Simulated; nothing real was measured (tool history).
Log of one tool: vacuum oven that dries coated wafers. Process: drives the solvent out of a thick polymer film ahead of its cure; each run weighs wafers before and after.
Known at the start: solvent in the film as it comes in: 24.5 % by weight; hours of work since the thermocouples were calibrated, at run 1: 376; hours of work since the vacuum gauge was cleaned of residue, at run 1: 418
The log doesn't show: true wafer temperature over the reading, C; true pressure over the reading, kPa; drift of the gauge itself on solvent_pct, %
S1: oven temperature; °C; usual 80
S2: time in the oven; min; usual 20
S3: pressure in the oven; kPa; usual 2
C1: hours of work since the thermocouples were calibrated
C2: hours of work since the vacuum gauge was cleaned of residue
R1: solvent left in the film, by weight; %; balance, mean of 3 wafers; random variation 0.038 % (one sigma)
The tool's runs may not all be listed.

run	hour	S1	S2	S3	C1	C2	R1
1	0	80	20	2	376	418	6.74
2	26.1	80	20	2	393	434	6.66
3	46.3	80	20	2	405	447	6.71
4	67.7	80	20	2	419	460	6.71
5	90.3	80	20	2	433	474	6.8
6	102.8	87	20	2	441	482	3.84
7	124.6	80	20	2	454	496	6.67
8	147.5	80	20	2	469	510	6.66
9	165.6	80	20	2	480	522	6.71
10	182.8	80	20	2	491	532	6.62
11	203.6	80	20	3.45	504	545	7.39
12	215.3	80	26	3.45	511	553	5.88
13	239.5	80	26	3.45	526	568	5.89
14	263.8	80	26	3.45	541	583	5.88
15	284.1	80	26	3.45	554	596	5.76
16	309.2	80	11	2	570	611	10.66
17	326.2	80	11	2	580	622	10.75
18	348.3	89	22	2	594	636	2.77
19	369.5	89	22	2	607	649	2.71
20	390.1	72	26	1.26	620	662	8.07
21	413.8	80	13	1.05	635	677	9.11
22	426.8	80	19	4.89	643	685	8.43
23	438	88	12	3.47	650	692	7.05
24	459.2	88	12	3.47	664	705	7.05
25	482.7	70	13	3.11	678	720	14.34
26	502.5	84	17	1.24	691	732	5.49
27	522.2	80	15	2	703	745	8.5
28	543.1	68	20	2.12	716	758	12.18
29	562.8	68	20	2.12	728	770	12.25
30	578.5	91	12	1.36	738	780	5.01
31	603.9	80	11	2	754	796	10.5
32	631.6	80	11	2	771	813	10.55

5 ways to go on from here, each from the tool as it stands after run 32. What would each give?
A	652.5	80	19	2	784	826	?
B	652.5	92	11	1.66	784	826	?
C	652.5	91	19	1.64	784	826	?
D	652.5	80	12	6.56	784	826	?
E	652.5	76	20	2.29	784	826	?

run	R1
A	6.79
B	5.27
C	2.57
D	12.01
E	8.53
Without the tool's hidden state the same runs would have given:
run	R1
A	7.07
B	5.56
C	2.71
D	12.34
E	8.82
